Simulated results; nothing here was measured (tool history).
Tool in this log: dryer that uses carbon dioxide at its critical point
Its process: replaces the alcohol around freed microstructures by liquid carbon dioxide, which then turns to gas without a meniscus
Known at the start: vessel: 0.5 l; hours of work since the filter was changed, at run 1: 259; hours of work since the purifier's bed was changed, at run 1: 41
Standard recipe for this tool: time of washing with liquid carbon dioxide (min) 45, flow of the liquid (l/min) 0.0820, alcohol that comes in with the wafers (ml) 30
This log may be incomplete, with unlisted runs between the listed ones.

run,hour,time of washing with liquid carbon dioxide (min),flow of the liquid (l/min),alcohol that comes in with the wafers (ml),hours of work since the filter was changed,hours of work since the purifier's bed was changed,alcohol left in the vessel before it's heated (ppm by volume)
1,0.0,45,0.0820,30,259,41,215
2,6.9,45,0.0820,30,263,45,212
3,16.1,28,0.0820,30,268,50,1784
4,29.0,28,0.0820,30,274,56,1776
5,42.6,28,0.0820,30,281,63,1779
6,54.5,28,0.0820,30,288,70,1774
7,64.6,45,0.0823,30,293,75,221
8,72.0,66,0.0823,30,297,79,32
9,78.1,66,0.0823,30,300,82,34
10,89.9,45,0.0820,30,306,88,242
11,99.2,45,0.0820,30,311,93,232
12,106.7,35,0.0820,30,315,97,800
13,117.3,45,0.0564,30,320,102,1210
14,128.7,45,0.0564,30,326,108,1260
15,138.4,45,0.0564,30,331,113,1281
16,152.9,45,0.0820,30,339,121,251
17,162.7,45,0.0820,30,344,126,264
18,175.0,45,0.0820,30,350,132,262
19,189.8,45,0.0820,30,358,140,261
20,202.0,45,0.0820,30,364,146,269
21,216.6,45,0.0820,30,372,154,271
22,228.7,57,0.0820,30,378,160,84
23,241.3,45,0.0820,84,385,167,747
24,254.1,45,0.0698,37,391,173,706
25,269.1,33,0.0977,31,399,181,569
26,283.2,45,0.0851,28,407,188,225
27,297.4,45,0.0851,28,414,196,236
28,305.3,28,0.0549,59,418,200,11989
29,312.3,28,0.0549,59,422,204,12109
30,318.5,28,0.0807,59,425,207,4245
31,326.4,31,0.0567,36,429,211,5266
32,337.0,31,0.0567,36,434,216,5431
33,344.4,40,0.0567,36,438,220,2644
34,352.1,71,0.0820,38,442,224,60
35,362.9,71,0.0820,38,448,230,57
36,377.2,29,0.0626,35,455,237,4916
37,385.6,32,0.1048,48,460,242,792
38,394.3,32,0.1048,48,464,246,824
39,404.6,32,0.1048,48,470,252,824
40,414.4,28,0.1345,39,475,257,394
41,422.9,27,0.0818,51,479,261,4232
42,432.3,31,0.0818,95,484,266,4948
43,443.0,31,0.0818,95,490,272,5058
44,451.2,50,0.0543,61,494,276,2475
45,458.0,56,0.0981,64,497,279,106
46,468.1,55,0.0820,118,503,285,421

Measured minus without-hidden-state, run by run (identical run-to-run variation in each term; gauge scatter may differ):
Hidden state at play: flow that reaches the vessel past the clogged filter, %; alcohol in the recycled carbon dioxide, ppm; drift of the gauge itself on alcohol_ppm, %.
run,alcohol left in the vessel before it's heated (ppm by volume)
1,+80
2,+80
3,+445
4,+454
5,+466
6,+475
7,+93
8,+22
9,+22
10,+103
11,+104
12,+283
13,+394
14,+418
15,+427
16,+121
17,+125
18,+129
19,+129
20,+136
21,+142
22,+56
23,+368
24,+322
25,+267
26,+131
27,+137
28,+3136
29,+3193
30,+1544
31,+1589
32,+1656
33,+1004
34,+49
35,+49
36,+1601
37,+424
38,+439
39,+444
40,+241
41,+1663
42,+2169
43,+2237
44,+1173
45,+82
46,+286

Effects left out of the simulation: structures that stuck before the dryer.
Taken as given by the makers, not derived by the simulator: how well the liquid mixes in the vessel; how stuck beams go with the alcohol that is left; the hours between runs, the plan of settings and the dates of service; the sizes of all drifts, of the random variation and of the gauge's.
